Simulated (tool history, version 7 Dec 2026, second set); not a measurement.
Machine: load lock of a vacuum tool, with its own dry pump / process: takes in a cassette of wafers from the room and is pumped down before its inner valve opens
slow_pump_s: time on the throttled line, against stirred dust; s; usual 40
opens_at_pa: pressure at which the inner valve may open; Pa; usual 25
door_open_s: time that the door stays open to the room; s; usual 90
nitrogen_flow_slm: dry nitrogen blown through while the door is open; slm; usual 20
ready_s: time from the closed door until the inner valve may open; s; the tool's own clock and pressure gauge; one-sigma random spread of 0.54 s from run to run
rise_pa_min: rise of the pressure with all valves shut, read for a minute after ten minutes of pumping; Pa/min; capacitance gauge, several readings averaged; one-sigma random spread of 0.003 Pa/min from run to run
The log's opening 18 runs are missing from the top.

run,day,slow_pump_s,opens_at_pa,door_open_s,nitrogen_flow_slm,hours that the pump has run since its overhaul,times that the door has closed on its seal,"incoming humidity of the room's air, %",ready_s,rise_pa_min
19,217.475,40,25,27,13,9413,22521,44.5,79.0,0.229
20,226.471,40,25,27,13,9629,22873,45.0,79.8,0.236
21,233.917,40,25,90,11,9808,23163,42.7,79.6,0.272
22,246.175,78,32,35,41,10102,23642,48.0,108.5,0.236
23,256.521,78,32,35,41,10350,24046,40.2,108.9,0.240
24,273.129,40,25,61,5,10749,24695,44.3,80.2,0.292
25,285.538,24,21,90,20,11047,25179,42.3,68.4,0.282
26,293.175,39,45,210,20,11230,25478,44.5,75.5,0.318
27,300.246,39,45,210,20,11400,25754,45.3,75.2,0.327
28,309.083,65,25,90,20,11612,26099,46.1,100.7,0.304
29,325.192,65,25,90,20,11999,26728,45.1,100.3,0.316
30,333.333,65,25,90,20,12194,27046,46.0,100.8,0.318
31,341.508,61,25,90,20,12390,27365,49.1,96.3,0.321
32,351.425,40,22,90,8,12628,27753,44.9,81.0,0.349
33,368.200,55,19,161,25,13031,28408,42.7,94.2,0.347
34,378.838,37,40,157,6,13286,28823,43.8,75.8,0.396
35,388.246,22,29,28,6,13512,29191,47.4,65.2,0.351
36,396.908,22,29,43,6,13720,29529,46.1,66.2,0.369

Consider 3 possible next runs. They are alternatives, not a sequence: every one starts from the tool as it was left by run 36. What does each give?
A,410.012,22,49,121,36,14034,30041,46.5,?,?
B,410.012,42,36,55,6,14034,30041,42.5,?,?
C,410.012,20,25,90,20,14034,30041,45.7,?,?

run,ready_s,rise_pa_min
A,61.9,0.359
B,80.4,0.379
C,64.4,0.370
Take away the tool's hidden state, keep each run's random variation, and the runs would have read:
run,ready_s,rise_pa_min
A,59.3,0.046
B,77.9,0.058
C,61.4,0.051
